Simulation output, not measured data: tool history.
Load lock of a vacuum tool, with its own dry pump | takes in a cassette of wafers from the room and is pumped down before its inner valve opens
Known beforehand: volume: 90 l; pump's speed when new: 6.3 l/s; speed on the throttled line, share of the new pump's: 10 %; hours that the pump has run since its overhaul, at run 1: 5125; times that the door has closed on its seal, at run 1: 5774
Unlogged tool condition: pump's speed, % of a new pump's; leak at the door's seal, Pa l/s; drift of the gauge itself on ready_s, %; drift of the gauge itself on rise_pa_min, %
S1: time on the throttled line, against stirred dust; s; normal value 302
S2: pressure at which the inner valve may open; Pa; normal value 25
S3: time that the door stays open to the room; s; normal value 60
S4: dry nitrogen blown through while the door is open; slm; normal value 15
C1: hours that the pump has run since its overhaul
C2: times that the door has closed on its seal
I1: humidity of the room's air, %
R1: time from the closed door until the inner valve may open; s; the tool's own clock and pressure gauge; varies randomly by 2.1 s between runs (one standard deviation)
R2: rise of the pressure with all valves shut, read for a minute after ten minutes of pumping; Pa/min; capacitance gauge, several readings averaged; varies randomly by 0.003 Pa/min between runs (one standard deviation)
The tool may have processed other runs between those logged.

run 1 hour=0.0 | S1=302 S2=25 S3=60 S4=15 | C1=5125 C2=5774 | I1=44.9 | R1=408.7 R2=0.051
run 2 hour=116.9 | S1=302 S2=27 S3=60 S4=15 | C1=5242 C2=6280 | I1=43.7 | R1=404.5 R2=0.049
run 3 hour=285.1 | S1=302 S2=25 S3=60 S4=15 | C1=5410 C2=7008 | I1=43.4 | R1=409.6 R2=0.058
run 4 hour=416.2 | S1=302 S2=25 S3=60 S4=15 | C1=5541 C2=7576 | I1=48.1 | R1=405.6 R2=0.054
run 5 hour=555.3 | S1=302 S2=25 S3=60 S4=15 | C1=5680 C2=8178 | I1=47.9 | R1=408.9 R2=0.061
run 6 hour=740.0 | S1=302 S2=25 S3=60 S4=15 | C1=5865 C2=8978 | I1=44.1 | R1=410.5 R2=0.061
run 7 hour=921.8 | S1=302 S2=25 S3=60 S4=15 | C1=6047 C2=9766 | I1=43.1 | R1=412.0 R2=0.063
run 8 hour=1098.7 | S1=480 S2=25 S3=60 S4=15 | C1=6224 C2=10531 | I1=43.9 | R1=567.9 R2=0.071
run 9 hour=1350.8 | S1=480 S2=25 S3=60 S4=15 | C1=6476 C2=11623 | I1=44.9 | R1=572.7 R2=0.081
run 10 hour=1584.8 | S1=480 S2=25 S3=60 S4=15 | C1=6710 C2=12636 | I1=46.2 | R1=564.8 R2=0.083
run 11 hour=1839.1 | S1=156 S2=29 S3=60 S4=15 | C1=6964 C2=13738 | I1=40.7 | R1=284.4 R2=0.085
run 12 hour=2057.2 | S1=497 S2=19 S3=84 S4=25 | C1=7182 C2=14682 | I1=44.4 | R1=588.0 R2=0.090

What will run 13 give?
run 13 hour=2275.6 | S1=415 S2=25 S3=26 S4=15 | C1=7401 C2=15628 | I1=43.4 | R1=? R2=?

{"run 13": {"R1": 516.8, "R2": 0.084}}
On a tool with no hidden condition, and with the same random variation, this run would have come out at R1 496.0 s, R2 0.020 Pa/min.
